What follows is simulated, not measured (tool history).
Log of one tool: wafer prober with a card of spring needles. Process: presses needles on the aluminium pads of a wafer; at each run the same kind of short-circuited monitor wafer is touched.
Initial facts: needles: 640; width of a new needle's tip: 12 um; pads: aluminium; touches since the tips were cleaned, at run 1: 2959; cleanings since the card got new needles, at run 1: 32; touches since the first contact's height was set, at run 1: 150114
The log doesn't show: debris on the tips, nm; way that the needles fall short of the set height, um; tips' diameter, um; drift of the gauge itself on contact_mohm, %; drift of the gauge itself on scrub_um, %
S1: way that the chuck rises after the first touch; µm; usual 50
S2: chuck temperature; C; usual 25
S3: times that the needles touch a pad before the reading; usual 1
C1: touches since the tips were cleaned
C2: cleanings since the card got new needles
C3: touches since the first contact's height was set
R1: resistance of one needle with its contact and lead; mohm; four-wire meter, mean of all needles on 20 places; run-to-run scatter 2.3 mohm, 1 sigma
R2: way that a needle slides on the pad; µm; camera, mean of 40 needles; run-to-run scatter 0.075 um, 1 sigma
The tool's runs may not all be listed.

Run 1, hour 0: usual settings; C1 2959; C2 32; C3 150114. Result: R1 302 mohm, R2 6.5 µm.
At hour 3.8: tips cleaned on abrasive film.
At hour 11.4: tips cleaned on abrasive film.
At hour 19: tips cleaned on abrasive film.
At hour 28.5: tips cleaned on abrasive film.
At hour 36: tips cleaned on abrasive film.
At hour 43.6: tips cleaned on abrasive film.
At hour 53.1: tips cleaned on abrasive film.
At hour 60.7: tips cleaned on abrasive film.
Run 2, hour 67.1: usual settings; C1 3499; C2 40; C3 186314. Result: R1 310 mohm, R2 6.32 µm.
At hour 69: tips cleaned on abrasive film.
At hour 76.6: tips cleaned on abrasive film.
At hour 84.2: tips cleaned on abrasive film.
At hour 93.7: tips cleaned on abrasive film.
At hour 101.2: tips cleaned on abrasive film.
At hour 110.7: tips cleaned on abrasive film.
Run 3, hour 114.2: usual settings but S1 34 µm; C1 1943; C2 46; C3 211761. Result: R1 347 mohm, R2 4.11 µm.
At hour 120: tips cleaned on abrasive film.
At hour 127.5: tips cleaned on abrasive film.
At hour 135.1: tips cleaned on abrasive film.
At hour 144.6: tips cleaned on abrasive film.
At hour 154: tips cleaned on abrasive film.
At hour 158.1: height of the first contact set anew.
At hour 161.9: tips cleaned on abrasive film.
At hour 171.4: tips cleaned on abrasive film.
At hour 178.9: tips cleaned on abrasive film.
At hour 188.4: tips cleaned on abrasive film.
Run 4, hour 193.9: usual settings; C1 3006; C2 55; C3 19357. Result: R1 309 mohm, R2 6.69 µm.
At hour 197.7: tips cleaned on abrasive film.
At hour 205.3: tips cleaned on abrasive film.
At hour 212.9: tips cleaned on abrasive film.
At hour 222.4: tips cleaned on abrasive film.
At hour 231.8: tips cleaned on abrasive film.
At hour 241.3: tips cleaned on abrasive film.
At hour 250.7: tips cleaned on abrasive film.
Run 5, hour 256.9: usual settings; C1 3386; C2 62; C3 53401. Result: R1 308 mohm, R2 6.65 µm.
At hour 258.9: tips cleaned on abrasive film.
At hour 266.5: tips cleaned on abrasive film.
At hour 275.9: tips cleaned on abrasive film.
At hour 285.4: tips cleaned on abrasive film.
At hour 293: tips cleaned on abrasive film.
At hour 302.4: tips cleaned on abrasive film.
At hour 310: tips cleaned on abrasive film.
At hour 319.4: tips cleaned on abrasive film.
At hour 328.9: tips cleaned on abrasive film.
At hour 338.4: tips cleaned on abrasive film.
Run 6, hour 344.5: usual settings; C1 3350; C2 72; C3 100695. Result: R1 315 mohm, R2 6.55 µm.
At hour 346.4: tips cleaned on abrasive film.
At hour 354: tips cleaned on abrasive film.
At hour 361.6: tips cleaned on abrasive film.
At hour 371.1: tips cleaned on abrasive film.
At hour 380.5: tips cleaned on abrasive film.
Run 7, hour 382.1: usual settings; C1 863; C2 77; C3 120972. Result: R1 285 mohm, R2 6.45 µm.
At hour 389.7: tips cleaned on abrasive film.
At hour 399.1: tips cleaned on abrasive film.
At hour 408.6: tips cleaned on abrasive film.
At hour 416.2: tips cleaned on abrasive film.
At hour 425.6: tips cleaned on abrasive film.
At hour 435.1: tips cleaned on abrasive film.
At hour 442.7: tips cleaned on abrasive film.
At hour 450.2: tips cleaned on abrasive film.
Run 8, hour 456.3: usual settings but S3 2; C1 3325; C2 85; C3 161087. Result: R1 298 mohm, R2 6.26 µm.
At hour 458.3: tips cleaned on abrasive film.
At hour 467.8: tips cleaned on abrasive film.
At hour 475.3: tips cleaned on abrasive film.
At hour 484.8: tips cleaned on abrasive film.
At hour 492.4: tips cleaned on abrasive film.
At hour 500: tips cleaned on abrasive film.
At hour 509.4: tips cleaned on abrasive film.
Run 9, hour 514.2: usual settings but S3 2; C1 2609; C2 92; C3 192310. Result: R1 293 mohm, R2 6.47 µm.
At hour 518: tips cleaned on abrasive film.
At hour 527.5: tips cleaned on abrasive film.
At hour 536.9: tips cleaned on abrasive film.
At hour 546.4: tips cleaned on abrasive film.
At hour 554: tips cleaned on abrasive film.
Run 10, hour 560.3: usual settings; C1 3484; C2 97; C3 217254. Result: R1 330 mohm, R2 6.24 µm.
At hour 562.3: tips cleaned on abrasive film.
At hour 571.8: tips cleaned on abrasive film.
At hour 581.2: tips cleaned on abrasive film.
At hour 588.8: tips cleaned on abrasive film.
At hour 594.7: height of the first contact set anew.
At hour 596.7: tips cleaned on abrasive film.
At hour 606.1: tips cleaned on abrasive film.
At hour 613.7: tips cleaned on abrasive film.
At hour 621.3: tips cleaned on abrasive film.
At hour 630.7: tips cleaned on abrasive film.
At hour 638.3: tips cleaned on abrasive film.
Run 11, hour 643.3: usual settings; C1 2723; C2 107; C3 26228. Result: R1 305 mohm, R2 6.58 µm.
At hour 647.2: tips cleaned on abrasive film.
At hour 656.6: tips cleaned on abrasive film.
At hour 664.2: tips cleaned on abrasive film.
At hour 673.6: tips cleaned on abrasive film.
At hour 683.1: tips cleaned on abrasive film.
At hour 692.6: tips cleaned on abrasive film.
At hour 702: tips cleaned on abrasive film.
At hour 709.6: tips cleaned on abrasive film.
Run 12, hour 716.2: usual settings but S1 36 µm, S2 41 C, S3 2; C1 3631; C2 115; C3 65625. Result: R1 338 mohm, R2 4.68 µm.

The next listed run, before its measurement:
At hour 718.2: tips cleaned on abrasive film.
At hour 727.7: tips cleaned on abrasive film.
At hour 735.2: tips cleaned on abrasive film.
At hour 742.8: tips cleaned on abrasive film.
At hour 752.3: tips cleaned on abrasive film.
At hour 761.7: tips cleaned on abrasive film.
At hour 769.3: tips cleaned on abrasive film.
At hour 778.8: tips cleaned on abrasive film.
At hour 786.5: tips cleaned on abrasive film.
Run 13, hour 786.5: usual settings but S1 35 µm, S2 65 C, S3 2; C1 0; C2 124; C3 103545. Result: R1 ?, R2 ?.

{"run 13": {"R1": 278, "R2": 4.53}}
Had the tool carried no hidden state, the very same run would have given R1 270 mohm, R2 4.75 µm.
